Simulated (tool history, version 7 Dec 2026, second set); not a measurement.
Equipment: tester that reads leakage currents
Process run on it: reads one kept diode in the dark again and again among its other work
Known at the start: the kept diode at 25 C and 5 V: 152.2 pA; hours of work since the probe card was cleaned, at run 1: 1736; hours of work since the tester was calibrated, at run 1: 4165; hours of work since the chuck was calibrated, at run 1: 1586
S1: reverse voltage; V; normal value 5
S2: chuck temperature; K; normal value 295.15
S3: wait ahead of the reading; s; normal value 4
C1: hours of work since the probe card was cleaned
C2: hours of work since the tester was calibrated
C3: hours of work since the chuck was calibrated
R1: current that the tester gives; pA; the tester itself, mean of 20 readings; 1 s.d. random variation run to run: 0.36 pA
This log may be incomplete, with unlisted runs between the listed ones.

run	hour	S1	S2	S3	C1	C2	C3	R1
1	0	5	295.15	4	1736	4165	1586	131.86
2	157.6	5	295.15	4	1828	4256	1678	132.79
3	339.7	5	295.15	4	1934	4362	1783	132.72
4	458.8	5	295.15	4.16	2003	4431	1853	134.23
5	596.1	5	295.15	4.08	2083	4511	1933	135.15
# hour 702.6: chuck's temperature calibrated
6	702.6	5	295.15	4.08	2144	4572	0	122.15
7	954.7	5	295.15	4.08	2290	4719	147	123.3
8	1122.7	5	295.15	4.08	2388	4816	244	123.68
9	1282.7	5	295.15	4.08	2481	4909	337	124.63
10	1398.4	5	295.15	4.08	2548	4977	405	125.26
11	1644.4	5	295.15	4.08	2691	5120	548	126.16
12	1775.7	5	295.15	4.08	2768	5196	624	127.31
13	1938.6	5	295.15	5.67	2862	5291	719	127.35
14	2183.2	5	295.15	5.67	3004	5433	861	129
# hour 2333.7: tester calibrated
15	2415	5	294.15	5.67	3138	47	995	119.75
16	2603.2	5	294.15	5.67	3247	157	1104	121.17
# hour 2694.5: tester calibrated, once more
17	2858	5	295.15	2.21	3395	95	1251	129.96
18	3070.1	5	295.15	2.21	3518	218	1374	131.53
19	3322.8	5	295.15	3.6	3665	365	1521	131.94
20	3557	5	316.15	0.55	3801	501	1657	646.67
21	3801.7	5	295.15	2.59	3943	644	1800	134.65
# hour 3848.3: probe card cleaned and baked
22	4008.8	13.08	310.15	0.76	93	762	1918	664.88
23	4120.8	13.08	309.15	3.24	158	828	1983	614.9
# hour 4136.1: chuck's temperature calibrated
24	4233.9	2.42	295.15	4	223	892	57	84.27
25	4406.6	1.29	295.15	4	323	993	157	63.48
26	4655.3	10.01	319.15	0.43	468	1137	302	1025.49
27	4805.5	5	303.15	4	555	1224	389	227.71
28	4937.8	12.22	310.15	1.3	632	1301	466	593.86
29	5144.3	12.22	310.15	1.3	752	1422	586	594.25
30	5394.6	5	299.15	1.29	898	1567	732	170.79
31	5529	5	299.15	1.29	976	1645	810	172.06
32	5765	6.06	314.15	4.42	1113	1782	947	586.13
33	5912.1	6.13	311.15	4	1199	1868	1033	474.13
34	6119.6	11.56	295.15	0.68	1319	1989	1153	191.84
35	6352.8	11.84	309.15	1.1	1455	2124	1289	568.84
36	6545.3	11.84	309.15	1.1	1567	2236	1401	568.28
37	6690	17.34	301.15	0.36	1651	2320	1485	383.14
38	6904.9	2.1	295.15	3.07	1776	2445	1610	87.55

Results per run with the tool's hidden condition removed, run-to-run variation unchanged:
Hidden state present: stray current of the dirty probe card, pA a volt; current scale over the true one, %; true chuck temperature over the reading, C; drift of the gauge itself on leakage_pa, %.
run	R1
1	119.87
2	119.96
3	119.04
4	119.89
5	120.11
6	119.69
7	119.77
8	119.36
9	119.57
10	119.63
11	119.37
12	119.95
13	119.27
14	119.86
15	109.73
16	110.27
17	119.38
18	119.93
19	119.17
20	595.97
21	119.66
22	605.82
23	557.83
24	85.26
25	63.88
26	1023.74
27	226.02
28	586.94
29	583.4
30	165.92
31	166.36
32	565.22
33	454.7
34	180.32
35	536.51
36	532.6
37	354.36
38	80.46
